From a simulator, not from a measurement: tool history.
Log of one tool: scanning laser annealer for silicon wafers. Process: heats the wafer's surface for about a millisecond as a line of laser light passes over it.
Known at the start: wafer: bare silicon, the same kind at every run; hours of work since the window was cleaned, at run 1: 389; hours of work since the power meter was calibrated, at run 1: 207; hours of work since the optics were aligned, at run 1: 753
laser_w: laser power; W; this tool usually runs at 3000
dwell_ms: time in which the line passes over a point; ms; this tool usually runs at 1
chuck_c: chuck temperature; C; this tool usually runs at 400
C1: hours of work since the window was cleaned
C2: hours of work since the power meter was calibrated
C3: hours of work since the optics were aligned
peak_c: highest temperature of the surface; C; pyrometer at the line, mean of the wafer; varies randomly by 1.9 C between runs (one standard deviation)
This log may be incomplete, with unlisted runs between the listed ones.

Run 1, hour 0: usual settings; C1 389; C2 207; C3 753. Result: peak_c 1113 C.
Run 2, hour 9.5: usual settings; C1 396; C2 214; C3 759. Result: peak_c 1115 C.
Run 3, hour 15.5: usual settings; C1 400; C2 218; C3 763. Result: peak_c 1110 C.
Run 4, hour 26.5: usual settings but laser_w 3258 W; C1 407; C2 225; C3 771. Result: peak_c 1175 C.
Run 5, hour 36.3: usual settings but laser_w 3258 W, chuck_c 365 C; C1 414; C2 232; C3 778. Result: peak_c 1145 C.
Run 6, hour 43.8: usual settings but chuck_c 422 C; C1 419; C2 237; C3 783. Result: peak_c 1132 C.
Run 7, hour 53.4: usual settings but chuck_c 422 C; C1 426; C2 244; C3 789. Result: peak_c 1133 C.
Run 8, hour 64.4: usual settings but chuck_c 422 C; C1 433; C2 251; C3 797. Result: peak_c 1131 C.
Run 9, hour 69.4: usual settings but chuck_c 422 C; C1 437; C2 255; C3 800. Result: peak_c 1131 C.
At hour 72.4: window over the wafer cleaned.
Run 10, hour 77.7: usual settings but dwell_ms 1.05 ms, chuck_c 422 C; C1 4; C2 259; C3 804. Result: peak_c 1181 C.
Run 11, hour 82.4: usual settings but dwell_ms 1.05 ms, chuck_c 422 C; C1 7; C2 262; C3 808. Result: peak_c 1182 C.
Run 12, hour 87.2: usual settings but dwell_ms 1.11 ms; C1 10; C2 265; C3 811. Result: peak_c 1177 C.
At hour 92.7: optics aligned, line set to its width.
Run 13, hour 103.1: usual settings; C1 18; C2 273; C3 7. Result: peak_c 1139 C.
Run 14, hour 108.2: usual settings; C1 21; C2 276; C3 11. Result: peak_c 1141 C.
Run 15, hour 115.8: usual settings but dwell_ms 1.24 ms, chuck_c 437 C; C1 26; C2 281; C3 16. Result: peak_c 1242 C.
Run 16, hour 121.3: usual settings but laser_w 2700 W, dwell_ms 0.79 ms, chuck_c 366 C; C1 30; C2 285; C3 19. Result: peak_c 961 C.
At hour 132.9: optics aligned, line set to its width, once more.
Run 17, hour 133.6: usual settings but laser_w 2876 W, dwell_ms 0.79 ms, chuck_c 432 C; C1 35; C2 290; C3 0. Result: peak_c 1089 C.
Run 18, hour 142.9: usual settings but laser_w 2727 W, dwell_ms 1.04 ms, chuck_c 426 C; C1 41; C2 296; C3 7. Result: peak_c 1120 C.
Run 19, hour 153.1: usual settings but dwell_ms 0.95 ms, chuck_c 439 C; C1 48; C2 303; C3 14. Result: peak_c 1180 C.
Run 20, hour 158: usual settings but dwell_ms 0.95 ms, chuck_c 439 C; C1 51; C2 307; C3 17. Result: peak_c 1182 C.
Run 21, hour 164.5: usual settings but dwell_ms 0.78 ms, chuck_c 370 C; C1 56; C2 311; C3 21. Result: peak_c 1051 C.
Run 22, hour 175.3: usual settings but laser_w 3165 W, dwell_ms 0.97 ms, chuck_c 394 C; C1 63; C2 318; C3 29. Result: peak_c 1186 C.
Run 23, hour 183.7: usual settings but laser_w 3165 W, dwell_ms 0.97 ms, chuck_c 394 C; C1 69; C2 324; C3 35. Result: peak_c 1181 C.
Run 24, hour 193.9: usual settings but laser_w 3165 W, dwell_ms 1.2 ms, chuck_c 394 C; C1 76; C2 331; C3 41. Result: peak_c 1256 C.
Run 25, hour 201.1: usual settings but laser_w 3045 W, dwell_ms 0.87 ms; C1 81; C2 336; C3 46. Result: peak_c 1122 C.

Below are 5 alternative next runs, each starting from the tool's condition after run 25. Predict each:
Run A, hour 207.3: usual settings but laser_w 3277 W, dwell_ms 0.85 ms, chuck_c 411 C; C1 85; C2 340; C3 51. Result: peak_c ?.
Run B, hour 207.3: usual settings but laser_w 2977 W, dwell_ms 1.06 ms; C1 85; C2 340; C3 51. Result: peak_c ?.
Run C, hour 207.3: usual settings but laser_w 2846 W, dwell_ms 0.73 ms, chuck_c 423 C; C1 85; C2 340; C3 51. Result: peak_c ?.
Run D, hour 207.3: usual settings but laser_w 3025 W, dwell_ms 0.77 ms, chuck_c 373 C; C1 85; C2 340; C3 51. Result: peak_c ?.
Run E, hour 207.3: usual settings but laser_w 2856 W, dwell_ms 0.78 ms, chuck_c 429 C; C1 85; C2 340; C3 51. Result: peak_c ?.

run  peak_c
  A    1181
  B    1164
  C    1045
  D    1054
  E    1069
Without the tool's hidden state the same runs would have given:
run  peak_c
  A    1192
  B    1175
  C    1054
  D    1064
  E    1079
